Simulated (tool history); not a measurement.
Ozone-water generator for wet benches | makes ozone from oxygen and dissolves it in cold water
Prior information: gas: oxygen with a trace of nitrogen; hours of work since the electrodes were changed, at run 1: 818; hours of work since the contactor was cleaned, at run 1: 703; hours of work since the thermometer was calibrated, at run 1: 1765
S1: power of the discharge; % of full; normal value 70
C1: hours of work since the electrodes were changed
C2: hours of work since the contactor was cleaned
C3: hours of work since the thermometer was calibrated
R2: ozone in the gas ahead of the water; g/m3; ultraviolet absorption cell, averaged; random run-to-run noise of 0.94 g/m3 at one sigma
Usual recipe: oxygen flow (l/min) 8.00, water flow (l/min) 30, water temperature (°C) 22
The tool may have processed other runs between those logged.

Run 1, day 0.000: usual settings; C1 818; C2 703; C3 1765. Result: dissolved ozone (ppm) 16.8, R2 155.2 g/m3.
Run 2, day 0.917: usual settings; C1 837; C2 722; C3 1785. Result: dissolved ozone (ppm) 16.6, R2 156.7 g/m3.
Run 3, day 1.842: usual settings; C1 857; C2 742; C3 1805. Result: dissolved ozone (ppm) 16.7, R2 156.7 g/m3.
Run 4, day 2.900: usual settings; C1 880; C2 764; C3 1827. Result: dissolved ozone (ppm) 16.6, R2 155.9 g/m3.
Run 5, day 4.154: usual settings; C1 906; C2 791; C3 1854. Result: dissolved ozone (ppm) 16.7, R2 155.3 g/m3.
Run 6, day 4.783: usual settings; C1 920; C2 805; C3 1867. Result: dissolved ozone (ppm) 16.7, R2 156.2 g/m3.
Run 7, day 5.850: usual settings but oxygen flow (l/min) 8.02; C1 943; C2 827; C3 1890. Result: dissolved ozone (ppm) 16.5, R2 155.3 g/m3.
Run 8, day 7.054: usual settings but oxygen flow (l/min) 8.02; C1 968; C2 853; C3 1916. Result: dissolved ozone (ppm) 16.5, R2 156.3 g/m3.
Run 9, day 7.646: usual settings but S1 74 % of full; C1 981; C2 866; C3 1928. Result: dissolved ozone (ppm) 17.2, R2 162.4 g/m3.
Run 10, day 8.721: usual settings; C1 1004; C2 888; C3 1951. Result: dissolved ozone (ppm) 16.5, R2 155.6 g/m3.
Run 11, day 9.858: usual settings; C1 1028; C2 913; C3 1976. Result: dissolved ozone (ppm) 16.5, R2 155.1 g/m3.
Run 12, day 11.192: usual settings; C1 1056; C2 941; C3 2004. Result: dissolved ozone (ppm) 16.6, R2 154.9 g/m3.
Run 13, day 11.871: usual settings but water temperature (°C) 17; C1 1071; C2 956; C3 2018. Result: dissolved ozone (ppm) 17.9, R2 155.6 g/m3.
Run 14, day 13.138: usual settings but water temperature (°C) 17; C1 1098; C2 983; C3 2045. Result: dissolved ozone (ppm) 17.7, R2 155.3 g/m3.
Run 15, day 14.358: usual settings but water temperature (°C) 17; C1 1124; C2 1009; C3 2071. Result: dissolved ozone (ppm) 17.7, R2 151.5 g/m3.
Run 16, day 15.612: usual settings but water temperature (°C) 23; C1 1151; C2 1035; C3 2098. Result: dissolved ozone (ppm) 16.1, R2 155.4 g/m3.
Run 17, day 16.912: usual settings but water temperature (°C) 23; C1 1178; C2 1063; C3 2126. Result: dissolved ozone (ppm) 16.0, R2 153.0 g/m3.
Run 18, day 17.492: usual settings but S1 45 % of full, water flow (l/min) 19, water temperature (°C) 18; C1 1191; C2 1075; C3 2138. Result: dissolved ozone (ppm) 17.0, R2 111.8 g/m3.
Run 19, day 18.204: usual settings but S1 45 % of full, water flow (l/min) 19, water temperature (°C) 18; C1 1206; C2 1091; C3 2153. Result: dissolved ozone (ppm) 16.9, R2 110.5 g/m3.
Run 20, day 19.358: usual settings but oxygen flow (l/min) 4.34, water flow (l/min) 29; C1 1230; C2 1115; C3 2178. Result: dissolved ozone (ppm) 17.9, R2 237.1 g/m3.
Run 21, day 20.317: usual settings but S1 48 % of full, oxygen flow (l/min) 4.34, water flow (l/min) 25, water temperature (°C) 28; C1 1251; C2 1136; C3 2198. Result: dissolved ozone (ppm) 13.9, R2 178.1 g/m3.
At day 20.421: water thermometer calibrated.
Run 22, day 20.946: usual settings but S1 60 % of full; C1 1264; C2 1148; C3 11. Result: dissolved ozone (ppm) 14.3, R2 137.4 g/m3.
Run 23, day 22.088: usual settings but S1 87 % of full, oxygen flow (l/min) 7.86, water flow (l/min) 19; C1 1288; C2 1173; C3 35. Result: dissolved ozone (ppm) 25.3, R2 183.2 g/m3.
Run 24, day 23.358: usual settings but S1 87 % of full, oxygen flow (l/min) 7.86, water flow (l/min) 19; C1 1315; C2 1200; C3 63. Result: dissolved ozone (ppm) 25.4, R2 181.8 g/m3.
Run 25, day 24.004: usual settings but S1 56 % of full, oxygen flow (l/min) 7.86, water flow (l/min) 19, water temperature (°C) 16; C1 1329; C2 1214; C3 76. Result: dissolved ozone (ppm) 20.6, R2 131.3 g/m3.
Run 26, day 24.725: usual settings but oxygen flow (l/min) 13.81, water temperature (°C) 27; C1 1344; C2 1229; C3 92. Result: dissolved ozone (ppm) 12.5, R2 104.5 g/m3.
Run 27, day 25.567: usual settings but S1 78 % of full, water flow (l/min) 33, water temperature (°C) 17; C1 1362; C2 1247; C3 110. Result: dissolved ozone (ppm) 17.3, R2 166.2 g/m3.
Run 28, day 26.821: usual settings but S1 78 % of full, water flow (l/min) 33, water temperature (°C) 17; C1 1389; C2 1274; C3 136. Result: dissolved ozone (ppm) 17.5, R2 165.7 g/m3.
At day 27.871: water thermometer calibrated, once more.
Run 29, day 28.067: usual settings but S1 78 % of full, water flow (l/min) 33, water temperature (°C) 17; C1 1415; C2 1300; C3 4. Result: dissolved ozone (ppm) 18.0, R2 164.5 g/m3.
Run 30, day 29.083: usual settings but S1 78 % of full, water flow (l/min) 33, water temperature (°C) 17; C1 1437; C2 1321; C3 26. Result: dissolved ozone (ppm) 17.6, R2 164.6 g/m3.
Run 31, day 29.867: usual settings; C1 1453; C2 1338; C3 43. Result: dissolved ozone (ppm) 16.3, R2 151.2 g/m3.
Run 32, day 30.621: usual settings but S1 71 % of full, oxygen flow (l/min) 7.22, water flow (l/min) 23; C1 1470; C2 1354; C3 59. Result: dissolved ozone (ppm) 20.1, R2 166.3 g/m3.

Alternative continuations, all from the tool just after run 32; predict every row:
Run A, day 31.358: usual settings but S1 83 % of full, water flow (l/min) 34; C1 1485; C2 1370; C3 74. Result: dissolved ozone (ppm) ?, R2 ?.
Run B, day 31.358: usual settings but S1 71 % of full, oxygen flow (l/min) 7.22, water flow (l/min) 36; C1 1485; C2 1370; C3 74. Result: dissolved ozone (ppm) ?, R2 ?.
Run C, day 31.358: usual settings but water flow (l/min) 20; C1 1485; C2 1370; C3 74. Result: dissolved ozone (ppm) ?, R2 ?.
Run D, day 31.358: usual settings but oxygen flow (l/min) 4.52, water flow (l/min) 23; C1 1485; C2 1370; C3 74. Result: dissolved ozone (ppm) ?, R2 ?.

run  dissolved ozone (ppm)     R2
  A                   16.6  174.0
  B                   14.3  164.4
  C                   20.8  152.5
  D                   21.5  228.8
The same runs, with their run-to-run variation unchanged, on a tool lacking any hidden condition would have given:
run  dissolved ozone (ppm)     R2
  A                   17.9  183.1
  B                   15.3  172.1
  C                   22.2  159.6
  D                   22.9  239.4
